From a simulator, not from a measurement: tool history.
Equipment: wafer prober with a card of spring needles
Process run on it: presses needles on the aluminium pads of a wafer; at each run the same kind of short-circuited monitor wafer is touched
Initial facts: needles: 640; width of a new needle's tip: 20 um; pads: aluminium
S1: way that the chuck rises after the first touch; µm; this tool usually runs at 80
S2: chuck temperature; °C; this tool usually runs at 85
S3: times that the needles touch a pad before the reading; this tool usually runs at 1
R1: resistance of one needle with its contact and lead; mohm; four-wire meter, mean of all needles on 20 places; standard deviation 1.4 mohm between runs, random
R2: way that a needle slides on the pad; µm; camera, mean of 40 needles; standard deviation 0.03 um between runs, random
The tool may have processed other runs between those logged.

| run | hour | S1 | S2 | S3 | R1 | R2 |
|---|---|---|---|---|---|---|
| 1 | 0.0 | 80 | 85 | 1 | 206 | 13.01 |
|  | 6.8 | tips cleaned on abrasive film |
|  | 22.7 | tips cleaned on abrasive film |
| 2 | 24.3 | 80 | 85 | 1 | 160 | 12.90 |
|  | 38.4 | tips cleaned on abrasive film |
| 3 | 42.7 | 71 | 85 | 1 | 210 | 11.53 |
|  | 54.7 | tips cleaned on abrasive film |
| 4 | 60.6 | 71 | 85 | 1 | 222 | 11.50 |
|  | 68.4 | tips cleaned on abrasive film |
|  | 82.8 | tips cleaned on abrasive film |
| 5 | 90.4 | 80 | 107 | 1 | 210 | 12.91 |
|  | 98.5 | tips cleaned on abrasive film |
| 6 | 106.0 | 80 | 107 | 1 | 210 | 12.89 |
|  | 111.2 | height of the first contact set anew |
|  | 113.0 | tips cleaned on abrasive film |
|  | 126.7 | tips cleaned on abrasive film |
| 7 | 132.9 | 80 | 107 | 1 | 196 | 13.04 |
|  | 141.5 | tips cleaned on abrasive film |
| 8 | 154.3 | 80 | 107 | 1 | 220 | 12.99 |
|  | 157.2 | tips cleaned on abrasive film |
| 9 | 168.2 | 97 | 30 | 1 | 187 | 15.78 |
|  | 171.5 | tips cleaned on abrasive film |
| 10 | 183.9 | 99 | 62 | 1 | 191 | 16.05 |
|  | 185.6 | tips cleaned on abrasive film |
|  | 199.4 | tips cleaned on abrasive film |
|  | 213.5 | tips cleaned on abrasive film |
| 11 | 213.5 | 76 | 77 | 2 | 137 | 12.22 |

Alternative continuations, all from the tool just after run 11; predict every row:
|  | 228.4 | tips cleaned on abrasive film |
|  | 243.7 | tips cleaned on abrasive film |
| A | 246.2 | 73 | 85 | 1 | ? | ? |
|  | 228.4 | tips cleaned on abrasive film |
|  | 243.7 | tips cleaned on abrasive film |
| B | 246.2 | 66 | 47 | 2 | ? | ? |
|  | 228.4 | tips cleaned on abrasive film |
|  | 243.7 | tips cleaned on abrasive film |
| C | 246.2 | 76 | 77 | 2 | ? | ? |

| run | R1 | R2 |
|---|---|---|
| A | 178 | 11.74 |
| B | 164 | 10.56 |
| C | 157 | 12.22 |
Without the tool's hidden state the same runs would have given:
| run | R1 | R2 |
|---|---|---|
| A | 130 | 11.94 |
| B | 127 | 10.76 |
| C | 130 | 12.42 |
